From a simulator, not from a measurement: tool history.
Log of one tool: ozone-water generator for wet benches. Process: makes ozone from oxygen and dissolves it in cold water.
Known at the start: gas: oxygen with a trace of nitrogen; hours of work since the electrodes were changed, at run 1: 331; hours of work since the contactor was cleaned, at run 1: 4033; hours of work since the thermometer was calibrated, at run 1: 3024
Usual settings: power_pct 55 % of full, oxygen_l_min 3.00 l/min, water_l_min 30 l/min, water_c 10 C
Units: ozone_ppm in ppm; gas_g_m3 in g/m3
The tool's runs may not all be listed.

run    hour  power_pct  oxygen_l_min  water_l_min  water_c  hours of work since the electrodes were changed  hours of work since the contactor was cleaned  hours of work since the thermometer was calibrated  ozone_ppm  gas_g_m3
  1     0.0         55          3.00           30       10                                              331                                           4033                                                3024       12.6     206.7
  2    44.3         55          4.41           30       10                                              375                                           4077                                                3068       15.3     185.2
  3    74.4         55          3.00           30       10                                              405                                           4107                                                3098       12.9     210.4
  4   115.7         55          3.00           30        7                                              446                                           4148                                                3140       13.0     211.7
  5   140.4         55          3.00           21        7                                              471                                           4173                                                3164       19.5     211.6
      168.9  -- water thermometer calibrated
  6   182.6         55          3.00           21        7                                              512                                           4214                                                  14       19.3     210.1
  7   211.4         55          3.00           21        7                                              541                                           4243                                                  42       19.6     213.3
  8   248.9         55          3.00           21        7                                              579                                           4280                                                  80       19.2     212.2
      261.2  -- contactor cleaned
  9   289.9         55          3.00           30       10                                              615                                             29                                                 117       13.0     211.6
 10   346.5         55          3.00           30       10                                              672                                             85                                                 173       12.7     212.8
 11   379.9         55          3.00           30       10                                              705                                            118                                                 206       12.8     214.4
 12   413.9         55          3.00           18       10                                              739                                            152                                                 240       21.9     213.2
 13   451.6         55          3.00           30       10                                              777                                            190                                                 278       13.0     216.2
 14   510.0         55          3.00           30       10                                              835                                            248                                                 336       12.7     215.3
 15   549.5         55          3.00           30       10                                              874                                            287                                                 375       12.7     216.0
 16   579.0         55          3.00           42       10                                              904                                            317                                                 405        8.5     214.9
 17   613.2         55          3.00           42       10                                              938                                            351                                                 439        8.4     214.3
 18   663.2         61          3.00           33       10                                              988                                            401                                                 489       12.4     226.7
 19   704.5         66          3.57           20        7                                             1029                                            442                                                 530       24.4     226.4
 20   735.2         66          2.24           20        7                                             1059                                            473                                                 561       20.0     268.1
 21   772.1         99          1.64           21        6                                             1096                                            509                                                 597       20.7     374.5
 22   831.3         55          3.00           30        5                                             1155                                            568                                                 656       13.3     214.5
      875.5  -- gauge calibrated
 23   878.1         52          3.37           42        8                                             1202                                            615                                                 703        9.1     196.3
 24   914.9         63          3.37           42       12                                             1239                                            652                                                 740        9.6     219.8
 25   951.2         63          3.37           42       12                                             1275                                            688                                                 776        9.8     220.6
 26   976.4         63          3.37           42       12                                             1300                                            713                                                 801        9.7     220.7
 27  1008.8         55          3.93           30       10                                             1332                                            745                                                 833       14.5     193.0
 28  1034.4         82          3.76           30       13                                             1358                                            771                                                 859       17.8     252.6
 29  1067.2         77          3.76           30        8                                             1390                                            804                                                 892       17.7     241.1
 30  1110.9         47          3.00           30       10                                             1434                                            847                                                 935       11.6     192.4
 31  1141.9         47          3.00           30       10                                             1465                                            878                                                 966       11.7     191.9
 32  1197.3         55          1.72           25       10                                             1520                                            933                                                1021       11.8     255.6
 33  1241.2         55          4.87           24       10                                             1564                                            977                                                1065       19.7     182.4

4 ways to go on from here, each from the tool as it stands after run 33. What would each give?
  A  1283.5         74          4.87           25       15                                             1606                                           1019                                                1107          ?         ?
  B  1283.5         73          3.00           30       10                                             1606                                           1019                                                1107          ?         ?
  C  1283.5         56          3.00           40        6                                             1606                                           1019                                                1107          ?         ?
  D  1283.5         55          4.87           26       10                                             1606                                           1019                                                1107          ?         ?

run  ozone_ppm  gas_g_m3
  A       21.4     217.7
  B       15.4     254.4
  C        9.3     215.8
  D       18.3     182.1
Without the tool's hidden state the same runs would have given:
run  ozone_ppm  gas_g_m3
  A       21.4     214.8
  B       15.4     251.1
  C        9.3     212.9
  D       18.3     179.7

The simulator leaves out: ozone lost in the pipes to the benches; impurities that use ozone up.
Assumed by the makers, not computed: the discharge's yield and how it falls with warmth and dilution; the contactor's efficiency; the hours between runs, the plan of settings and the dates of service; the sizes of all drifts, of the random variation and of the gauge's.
